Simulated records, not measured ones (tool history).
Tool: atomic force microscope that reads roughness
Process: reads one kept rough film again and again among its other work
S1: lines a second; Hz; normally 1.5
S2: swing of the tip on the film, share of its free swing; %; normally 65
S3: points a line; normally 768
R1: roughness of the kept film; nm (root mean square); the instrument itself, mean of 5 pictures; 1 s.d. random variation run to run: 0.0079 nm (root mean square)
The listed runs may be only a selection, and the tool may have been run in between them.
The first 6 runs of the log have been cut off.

Run 7, hour 176: usual settings but S3 463. Result: R1 1.617 nm (root mean square).
Run 8, hour 202.5: usual settings. Result: R1 1.629 nm (root mean square).
Run 9, hour 239.4: usual settings but S2 80 %. Result: R1 1.508 nm (root mean square).
Run 10, hour 267.8: usual settings but S1 1.16 Hz. Result: R1 1.619 nm (root mean square).
Run 11, hour 298.3: usual settings but S1 1.16 Hz. Result: R1 1.599 nm (root mean square).
Run 12, hour 330.3: usual settings but S1 1.16 Hz, S2 66 %. Result: R1 1.6 nm (root mean square).
At hour 340.3: new tip fitted.
Run 13, hour 360.2: usual settings. Result: R1 1.69 nm (root mean square).
Run 14, hour 395.3: usual settings. Result: R1 1.682 nm (root mean square).
At hour 399.2: height scale calibrated on a step standard.
Run 15, hour 420.3: usual settings. Result: R1 1.657 nm (root mean square).
Run 16, hour 455.1: usual settings. Result: R1 1.657 nm (root mean square).
Run 17, hour 494: usual settings. Result: R1 1.644 nm (root mean square).
At hour 501.1: height scale calibrated on a step standard, once more.
Run 18, hour 512.4: usual settings but S2 63 %. Result: R1 1.66 nm (root mean square).
Run 19, hour 539.7: usual settings but S1 3.03 Hz. Result: R1 1.578 nm (root mean square).
Run 20, hour 561.2: usual settings but S1 3.03 Hz, S3 398. Result: R1 1.575 nm (root mean square).
Run 21, hour 588.7: usual settings but S1 1.96 Hz, S2 90 %, S3 398. Result: R1 1.383 nm (root mean square).
Run 22, hour 615.1: usual settings but S3 691. Result: R1 1.619 nm (root mean square).
Run 23, hour 654.4: usual settings but S1 1.12 Hz, S3 691. Result: R1 1.632 nm (root mean square).

The next listed run, before its measurement:
Run 24, hour 692.7: usual settings but S1 1.24 Hz, S3 258. Result: R1 ?.

{"run 24": {"R1": 1.607}}
Take away the tool's hidden state, keep the run-to-run variation as it was, and the same run would have given R1 1.698 nm (root mean square).

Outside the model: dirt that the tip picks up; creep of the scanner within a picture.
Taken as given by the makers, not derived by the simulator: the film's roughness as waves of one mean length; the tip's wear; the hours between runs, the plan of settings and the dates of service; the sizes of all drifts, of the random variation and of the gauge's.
